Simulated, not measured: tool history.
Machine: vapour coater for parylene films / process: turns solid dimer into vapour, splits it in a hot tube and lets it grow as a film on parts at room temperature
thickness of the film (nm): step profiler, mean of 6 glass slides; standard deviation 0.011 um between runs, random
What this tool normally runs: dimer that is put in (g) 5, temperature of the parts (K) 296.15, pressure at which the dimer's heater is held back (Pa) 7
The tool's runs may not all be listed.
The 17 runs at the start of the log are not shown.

run    hour  dimer that is put in (g)  temperature of the parts (K)  pressure at which the dimer's heater is held back (Pa)  hours of work since the trap's valve was overhauled  hours of work since the table's thermometer was calibrated  thickness of the film (nm)
 18   631.3                         2                        299.15                                                       7                                                  588                                                         504                         830
      674.9  -- trap's valve overhauled
 19   685.5                         2                        299.15                                                       7                                                    6                                                         530                         810
 20   725.3                         2                        299.15                                                       7                                                   27                                                         552                         810
 21   772.5                         6                        293.15                                                    3.58                                                   52                                                         577                        3310
 22   822.7                         5                        289.15                                                    2.22                                                   79                                                         603                        3360
 23   874.5                         5                        289.15                                                    2.22                                                  106                                                         631                        3390
 24   904.6                         2                        289.15                                                    3.75                                                  122                                                         647                        1200
 25   928.9                         4                        296.15                                                       7                                                  135                                                         660                        1740
      940.9  -- gauge calibrated
 26   968.2                         5                        298.15                                                    2.48                                                  156                                                         681                        2680
 27  1009.2                         9                        303.15                                                    3.41                                                  178                                                         702                        4000
 28  1057.1                         7                        296.15                                                    2.54                                                  203                                                         728                        3930
 29  1101.3                         8                        298.15                                                       7                                                  226                                                         751                        3410
 30  1136.9                         3                        293.15                                                    8.76                                                  245                                                         770                        1380
 31  1162.5                         7                        302.15                                                    3.25                                                  259                                                         784                        3220
 32  1193.2                         7                        296.15                                                    2.92                                                  275                                                         800                        3820
 33  1217.2                         7                        296.15                                                    3.47                                                  288                                                         813                        3660
 34  1243.4                         7                        296.15                                                    3.47                                                  302                                                         827                        3680
 35  1277.8                         5                        307.15                                                     6.5                                                  320                                                         845                        1740

Here are 3 independent what-if runs from the current tool condition. What would each one return?
  A  1301                         6                        289.15                                                    7.34                                                  333                                                         857                           ?
  B  1301                         5                        296.15                                                    3.99                                                  333                                                         857                           ?
  C  1301                         7                        291.15                                                    8.32                                                  333                                                         857                           ?

run  thickness of the film (nm)
  A                        3140
  B                        2530
  C                        3380
What these runs would have given with no unlogged condition in the tool:
run  thickness of the film (nm)
  A                        3180
  B                        2560
  C                        3420

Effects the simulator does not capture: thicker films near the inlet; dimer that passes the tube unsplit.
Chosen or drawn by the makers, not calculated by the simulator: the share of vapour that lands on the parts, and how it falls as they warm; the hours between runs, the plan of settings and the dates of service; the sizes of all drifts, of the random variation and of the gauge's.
